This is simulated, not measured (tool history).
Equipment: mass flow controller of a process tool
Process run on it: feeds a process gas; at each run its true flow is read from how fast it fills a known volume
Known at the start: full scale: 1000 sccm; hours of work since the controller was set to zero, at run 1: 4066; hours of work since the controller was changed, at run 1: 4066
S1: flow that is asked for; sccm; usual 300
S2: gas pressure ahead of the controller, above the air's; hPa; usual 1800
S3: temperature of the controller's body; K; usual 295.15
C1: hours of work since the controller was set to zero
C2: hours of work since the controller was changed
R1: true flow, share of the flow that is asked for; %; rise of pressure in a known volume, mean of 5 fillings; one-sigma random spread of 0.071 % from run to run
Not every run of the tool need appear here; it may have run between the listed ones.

Run 1, day 0.000: usual settings; C1 4066; C2 4066. Result: R1 99.65 %.
Run 2, day 7.308: usual settings but S1 321 sccm; C1 4186; C2 4186. Result: R1 99.74 %.
Run 3, day 11.804: usual settings; C1 4260; C2 4260. Result: R1 99.84 %.
Run 4, day 18.704: usual settings but S2 2490 hPa; C1 4373; C2 4373. Result: R1 100.28 %.
At day 23.129: controller's zero set anew.
Run 5, day 23.800: usual settings but S2 2490 hPa; C1 11; C2 4456. Result: R1 100.24 %.
Run 6, day 28.012: usual settings but S2 2490 hPa, S3 309.15 K; C1 80; C2 4525. Result: R1 99.07 %.
Run 7, day 34.883: usual settings; C1 193; C2 4638. Result: R1 99.74 %.
Run 8, day 40.308: usual settings but S1 642 sccm; C1 282; C2 4727. Result: R1 99.96 %.
Run 9, day 45.750: usual settings but S1 642 sccm; C1 372; C2 4817. Result: R1 99.79 %.
Run 10, day 51.846: usual settings but S2 1860 hPa; C1 472; C2 4917. Result: R1 99.72 %.
Run 11, day 58.104: usual settings; C1 574; C2 5020. Result: R1 99.76 %.
Run 12, day 61.675: usual settings but S2 2120 hPa; C1 633; C2 5078. Result: R1 99.87 %.
Run 13, day 65.279: usual settings but S2 2190 hPa; C1 692; C2 5137. Result: R1 100.03 %.
Run 14, day 69.292: usual settings but S2 2190 hPa; C1 758; C2 5203. Result: R1 100.05 %.
Run 15, day 74.833: usual settings but S1 529 sccm; C1 849; C2 5294. Result: R1 99.79 %.
Run 16, day 81.471: usual settings but S1 529 sccm; C1 958; C2 5403. Result: R1 99.92 %.
Run 17, day 88.125: usual settings but S1 529 sccm; C1 1067; C2 5513. Result: R1 99.86 %.
Run 18, day 93.675: usual settings but S1 529 sccm; C1 1159; C2 5604. Result: R1 99.81 %.
Run 19, day 98.988: usual settings but S1 529 sccm; C1 1246; C2 5691. Result: R1 99.74 %.
Run 20, day 102.104: usual settings but S1 529 sccm; C1 1297; C2 5742. Result: R1 99.66 %.
Run 21, day 107.412: usual settings but S1 529 sccm; C1 1384; C2 5829. Result: R1 99.69 %.
Run 22, day 113.738: usual settings but S1 529 sccm, S2 1460 hPa; C1 1488; C2 5933. Result: R1 99.81 %.
Run 23, day 120.529: usual settings but S1 529 sccm, S2 1460 hPa; C1 1600; C2 6045. Result: R1 99.61 %.
Run 24, day 127.212: usual settings but S2 1570 hPa; C1 1709; C2 6155. Result: R1 99.69 %.
Run 25, day 130.346: usual settings but S2 1570 hPa; C1 1761; C2 6206. Result: R1 99.64 %.
Run 26, day 134.238: usual settings but S1 330 sccm, S2 2740 hPa; C1 1825; C2 6270. Result: R1 100.42 %.
Run 27, day 139.808: usual settings but S1 330 sccm, S2 2740 hPa; C1 1916; C2 6362. Result: R1 100.26 %.
Run 28, day 144.179: usual settings but S1 694 sccm, S3 293.15 K; C1 1988; C2 6433. Result: R1 100.14 %.
Run 29, day 148.125: usual settings but S1 114 sccm, S2 2690 hPa, S3 293.15 K; C1 2053; C2 6498. Result: R1 100.25 %.
Run 30, day 151.504: usual settings but S1 717 sccm, S2 2290 hPa, S3 309.15 K; C1 2108; C2 6554. Result: R1 99.21 %.
Run 31, day 155.279: usual settings but S1 717 sccm, S2 2290 hPa, S3 309.15 K; C1 2170; C2 6616. Result: R1 99.26 %.
Run 32, day 161.246: usual settings but S1 532 sccm, S2 2440 hPa, S3 297.15 K; C1 2268; C2 6714. Result: R1 100.10 %.
Run 33, day 166.862: usual settings but S1 532 sccm, S2 2440 hPa, S3 297.15 K; C1 2361; C2 6806. Result: R1 100.08 %.
Run 34, day 170.512: usual settings but S1 598 sccm; C1 2420; C2 6866. Result: R1 99.85 %.
Run 35, day 177.667: usual settings but S2 2310 hPa, S3 304.15 K; C1 2538; C2 6983. Result: R1 99.26 %.
Run 36, day 184.208: usual settings but S2 2310 hPa, S3 303.15 K; C1 2645; C2 7091. Result: R1 99.42 %.
Run 37, day 190.371: usual settings but S2 2310 hPa, S3 303.15 K; C1 2747; C2 7192. Result: R1 99.46 %.
Run 38, day 197.446: usual settings but S2 2310 hPa, S3 300.15 K; C1 2863; C2 7308. Result: R1 99.69 %.
Run 39, day 201.767: usual settings but S2 2310 hPa, S3 300.15 K; C1 2934; C2 7379. Result: R1 99.62 %.
Run 40, day 207.333: usual settings but S2 2310 hPa, S3 300.15 K; C1 3025; C2 7470. Result: R1 99.66 %.
Run 41, day 214.400: usual settings but S1 471 sccm, S3 296.15 K; C1 3141; C2 7586. Result: R1 99.68 %.
Run 42, day 220.117: usual settings but S1 446 sccm, S3 301.15 K; C1 3235; C2 7680. Result: R1 99.40 %.
Run 43, day 223.662: usual settings but S1 446 sccm, S3 301.15 K; C1 3293; C2 7739. Result: R1 99.38 %.

Here are 5 independent what-if runs from the current tool condition. What would each one return?
Run A, day 227.704: usual settings but S1 370 sccm, S3 299.15 K; C1 3360; C2 7805. Result: R1 ?.
Run B, day 227.704: usual settings but S1 950 sccm, S2 2500 hPa, S3 296.15 K; C1 3360; C2 7805. Result: R1 ?.
Run C, day 227.704: usual settings but S1 901 sccm, S2 2480 hPa, S3 312.15 K; C1 3360; C2 7805. Result: R1 ?.
Run D, day 227.704: usual settings but S2 2550 hPa; C1 3360; C2 7805. Result: R1 ?.
Run E, day 227.704: usual settings but S3 299.15 K; C1 3360; C2 7805. Result: R1 ?.

run      R1
  A   99.43
  B  100.37
  C   99.22
  D  100.25
  E   99.50
Had the tool no hidden state, the same runs would have come out as:
run      R1
  A   99.41
  B  100.36
  C   99.20
  D  100.22
  E   99.48
